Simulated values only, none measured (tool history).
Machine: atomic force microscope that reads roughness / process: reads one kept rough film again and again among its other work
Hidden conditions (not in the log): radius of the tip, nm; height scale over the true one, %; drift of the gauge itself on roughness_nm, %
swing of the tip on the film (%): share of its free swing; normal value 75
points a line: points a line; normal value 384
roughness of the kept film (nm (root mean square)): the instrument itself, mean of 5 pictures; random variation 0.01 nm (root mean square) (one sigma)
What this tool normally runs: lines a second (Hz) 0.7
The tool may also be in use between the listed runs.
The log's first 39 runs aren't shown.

| run | hour | lines a second (Hz) | swing of the tip on the film (%) | points a line | pictures with this tip | hours of work since the height scale was calibrated | roughness of the kept film (nm (root mean square)) |
|---|---|---|---|---|---|---|---|
| 40 | 609 | 0.7 | 83 | 297 | 257 | 535 | 1.921 |
| 41 | 618.1 | 3.581 | 76 | 922 | 266 | 541 | 1.617 |
|  | 638.2 | new tip fitted |
| 42 | 639.2 | 3.581 | 76 | 922 | 1 | 554 | 1.888 |
| 43 | 657 | 3.581 | 76 | 922 | 18 | 565 | 1.868 |
| 44 | 672.9 | 0.7 | 58 | 384 | 34 | 575 | 2.353 |
| 45 | 682.4 | 1.706 | 58 | 384 | 43 | 581 | 2.238 |
| 46 | 697 | 1.18 | 69 | 317 | 58 | 590 | 2.202 |
| 47 | 714.8 | 1.18 | 69 | 317 | 75 | 601 | 2.159 |

Predict each of these 4 candidate next runs independently; none follows another, all start after run 47:
| A | 724.7 | 1.18 | 90 | 726 | 85 | 607 | ? |
| B | 724.7 | 3.764 | 69 | 317 | 85 | 607 | ? |
| C | 724.7 | 1.18 | 59 | 637 | 85 | 607 | ? |
| D | 724.7 | 2.015 | 79 | 334 | 85 | 607 | ? |

| run | roughness of the kept film (nm (root mean square)) |
|---|---|
| A | 1.935 |
| B | 1.888 |
| C | 2.211 |
| D | 1.923 |
What these runs would have given with no unlogged condition in the tool:
| run | roughness of the kept film (nm (root mean square)) |
|---|---|
| A | 2.072 |
| B | 2.022 |
| C | 2.368 |
| D | 2.06 |
